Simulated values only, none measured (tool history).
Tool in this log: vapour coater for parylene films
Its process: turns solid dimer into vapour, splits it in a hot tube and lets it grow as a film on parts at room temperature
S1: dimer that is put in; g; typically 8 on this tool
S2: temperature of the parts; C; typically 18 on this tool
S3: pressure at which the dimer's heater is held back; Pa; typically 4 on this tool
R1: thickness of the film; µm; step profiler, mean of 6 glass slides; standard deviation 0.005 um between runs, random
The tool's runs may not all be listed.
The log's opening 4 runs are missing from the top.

| run | hour | S1 | S2 | S3 | R1 |
|---|---|---|---|---|---|
| 5 | 217.8 | 8 | 18 | 4 | 1.389 |
| 6 | 252.3 | 8 | 14 | 4 | 1.645 |
| 7 | 283.2 | 8 | 14 | 4 | 1.655 |
|  | 313.6 | trap's valve overhauled |
| 8 | 356.3 | 4 | 14 | 4 | 0.876 |
| 9 | 386.7 | 4 | 14 | 4 | 0.876 |
| 10 | 425.3 | 4 | 14 | 4 | 0.868 |
| 11 | 476.7 | 4 | 14 | 4 | 0.858 |
| 12 | 519.3 | 8 | 16 | 4 | 1.571 |
| 13 | 572.1 | 8 | 16 | 4 | 1.575 |
| 14 | 611.9 | 8 | 16 | 4 | 1.579 |
| 15 | 684.2 | 8 | 16 | 4 | 1.561 |
| 16 | 720.9 | 8 | 18 | 4 | 1.433 |
| 17 | 763.8 | 8 | 18 | 4 | 1.431 |
| 18 | 811.1 | 8 | 18 | 4 | 1.427 |
| 19 | 842.3 | 8 | 18 | 4 | 1.423 |
| 20 | 878.4 | 8 | 18 | 4 | 1.416 |
| 21 | 918.8 | 8 | 18 | 4 | 1.417 |
| 22 | 953.5 | 8 | 18 | 4 | 1.419 |
| 23 | 1014.6 | 8 | 18 | 4 | 1.42 |

Run 24 has not been measured yet. What should we expect?
| 24 | 1069.7 | 4 | 29 | 10.52 | ? |

Logged for run 24: R1 0.376 µm.
With the hidden condition absent and the run-to-run variation left alone, this run would have shown R1 0.39 µm.
